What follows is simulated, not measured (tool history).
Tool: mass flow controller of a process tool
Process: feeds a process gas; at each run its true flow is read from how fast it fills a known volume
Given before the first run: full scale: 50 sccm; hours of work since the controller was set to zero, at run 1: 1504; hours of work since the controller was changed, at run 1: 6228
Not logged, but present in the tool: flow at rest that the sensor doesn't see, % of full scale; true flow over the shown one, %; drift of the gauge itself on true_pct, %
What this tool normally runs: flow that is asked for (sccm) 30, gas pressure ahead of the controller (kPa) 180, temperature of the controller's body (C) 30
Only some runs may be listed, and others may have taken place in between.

run    hour  flow that is asked for (sccm)  gas pressure ahead of the controller (kPa)  temperature of the controller's body (C)  hours of work since the controller was set to zero  hours of work since the controller was changed  true flow (%)
  1       0                             30                                         180                                        30                                                1504                                            6228          98.03
  2   212.1                             30                                         253                                        30                                                1650                                            6374          98.56
  3   467.9                             30                                         253                                        30                                                1826                                            6550          98.51
  4   834.6                             15                                         180                                        30                                                2078                                            6802           97.2
  5  1012.6                             15                                         180                                        30                                                2200                                            6924          97.05
  6  1204.1                             15                                         180                                        30                                                2332                                            7056          97.02
  7  1374.7                              5                                         180                                        30                                                2449                                            7173          96.31
  8  1672.9                              5                                         180                                        30                                                2654                                            7378          96.33
  9  1834.2                              5                                         180                                        30                                                2765                                            7489          96.14
 10  2145.7                             30                                         180                                        30                                                2979                                            7703           97.7
     2400.2  -- controller exchanged for a calibrated one
 11    2476                             30                                         180                                        30                                                  52                                              52          97.67
 12  2816.2                             30                                         180                                        30                                                 286                                             286          97.58
 13  3127.4                             30                                         180                                        30                                                 500                                             500          97.52
 14  3362.7                             30                                         180                                        30                                                 662                                             662          97.29

Estimate the outcome of run 15 from the log above:
 15  3626.1                              7                                         180                                        30                                                 843                                             843              ?

true flow (%): 95.93
Had the tool carried no hidden state, the very same run would have given true flow (%) 96.78.
